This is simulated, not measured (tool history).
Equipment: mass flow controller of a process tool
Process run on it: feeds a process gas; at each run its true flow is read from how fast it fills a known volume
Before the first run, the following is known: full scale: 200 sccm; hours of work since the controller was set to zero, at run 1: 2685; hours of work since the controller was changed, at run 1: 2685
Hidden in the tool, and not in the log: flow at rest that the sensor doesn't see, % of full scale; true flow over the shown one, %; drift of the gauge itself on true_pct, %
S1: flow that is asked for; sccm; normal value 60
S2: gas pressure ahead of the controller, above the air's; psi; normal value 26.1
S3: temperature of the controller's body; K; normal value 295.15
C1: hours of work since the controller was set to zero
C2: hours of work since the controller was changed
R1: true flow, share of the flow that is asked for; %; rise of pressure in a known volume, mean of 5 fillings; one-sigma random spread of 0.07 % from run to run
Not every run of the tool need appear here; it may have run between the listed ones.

run	day	S1	S2	S3	C1	C2	R1
1	0	60	26.1	295.15	2685	2685	96.96
2	3.933	60	26.1	295.15	2740	2740	96.82
3	6.571	60	26.1	296.15	2777	2777	96.85
4	10.492	60	26.1	296.15	2831	2831	96.78
5	15.621	60	26.1	296.15	2903	2903	96.68
6	19.721	60	27.8	295.15	2960	2960	96.77
7	22.062	60	27.8	295.15	2993	2993	96.74
8	26.558	60	27.8	295.15	3056	3056	96.8
9	31.246	29	24.7	309.15	3122	3122	93.8
10	36.796	29	24.7	309.15	3199	3199	93.63
11	40.879	125	33.5	295.15	3256	3256	98.18
12	45.075	59	23.6	295.15	3315	3315	96.5

Consider 3 possible next runs. They are alternatives, not a sequence: every one starts from the tool as it was left by run 12. What does each give?
A	50.45	60	23.4	295.15	3390	3390	?
B	50.45	59	23.6	302.15	3390	3390	?
C	50.45	47	27.1	304.15	3390	3390	?

run	R1
A	96.54
B	95.83
C	95.15
Without the tool's unlogged condition, the same runs would have read:
run	R1
A	98.76
B	98.07
C	97.8
